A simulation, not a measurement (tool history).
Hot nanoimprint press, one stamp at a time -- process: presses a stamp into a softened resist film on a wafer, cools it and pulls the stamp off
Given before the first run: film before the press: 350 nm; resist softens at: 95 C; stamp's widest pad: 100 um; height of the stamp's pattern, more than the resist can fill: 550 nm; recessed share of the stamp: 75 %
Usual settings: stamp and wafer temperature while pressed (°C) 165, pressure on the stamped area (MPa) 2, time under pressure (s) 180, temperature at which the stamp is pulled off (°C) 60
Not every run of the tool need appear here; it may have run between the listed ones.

run,day,stamp and wafer temperature while pressed (°C),pressure on the stamped area (MPa),time under pressure (s),temperature at which the stamp is pulled off (°C),resist left under the stamp's widest pad (angstrom),greatest force while the stamp is pulled off (N)
1,0,165,2,180,60,1295,243
# day 1.158: plate thermocouple calibrated
2,3.517,165,2,180,60,1292,236
3,7.504,165,2,180,60,1300,233
# day 8.325: stamp cleaned and given a new release coat
4,11.3,165,2,180,51,1302,264
5,15.075,165,2,180,51,1302,264
6,17.592,165,2,180,51,1303,273
7,19.275,165,2,180,51,1308,271
# day 20.433: plate thermocouple calibrated
8,21.2,165,2,180,51,1306,270
# day 22.846: press's hydraulic seals changed and the load cell set to zero
9,23.842,165,2,180,60,1300,245
10,26.517,161,2,180,60,1553,240
11,28.742,165,2,91,60,1652,240
12,32.542,165,2,246,60,1171,241
13,34.508,165,2,246,60,1170,252
# day 34.925: stamp cleaned and given a new release coat
14,36.946,165,2,246,60,1172,235
15,39.692,165,2,351,60,1027,238
# day 40.125: plate thermocouple calibrated
16,43.367,155,2.41,98,57,2209,249
17,45.917,165,2,352,61,1032,244
18,49.958,176,1.5,335,55,787,259
19,52.558,157,1.28,149,57,2405,249
20,56.375,165,2,180,47,1314,280
# day 59.021: plate thermocouple calibrated
21,59.379,165,2,180,47,1316,293
# day 61.233: stamp cleaned and given a new release coat
# day 63.85: press's hydraulic seals changed and the load cell set to zero
22,63.921,165,2,180,47,1321,280
23,66.575,165,1.99,180,47,1337,272
24,68.354,161,1.69,180,45,1728,288
25,70.733,164,2.66,180,48,1176,292
26,74.717,164,2.66,180,48,1181,270
# day 78.512: plate thermocouple calibrated
27,78.6,164,2.66,180,48,1180,289
# day 79.046: gauge calibrated
28,81.408,169,1.6,185,52,1233,263

Each row is a separate what-if for the run after 28, all from the same tool condition, not one after another. Results?
A,84.804,156,1.25,180,60,?,?
B,84.804,165,1.66,208,60,?,?
C,84.804,164,1.6,216,52,?,?
D,84.804,169,1.6,100,60,?,?
E,84.804,158,1.6,185,52,?,?

run,resist left under the stamp's widest pad (angstrom),greatest force while the stamp is pulled off (N)
A,2362,238
B,1371,240
C,1447,266
D,1533,237
E,1950,277
Had the tool no hidden state, the same runs would have come out as:
run,resist left under the stamp's widest pad (angstrom),greatest force while the stamp is pulled off (N)
A,2357,235
B,1368,238
C,1444,263
D,1530,234
E,1946,274

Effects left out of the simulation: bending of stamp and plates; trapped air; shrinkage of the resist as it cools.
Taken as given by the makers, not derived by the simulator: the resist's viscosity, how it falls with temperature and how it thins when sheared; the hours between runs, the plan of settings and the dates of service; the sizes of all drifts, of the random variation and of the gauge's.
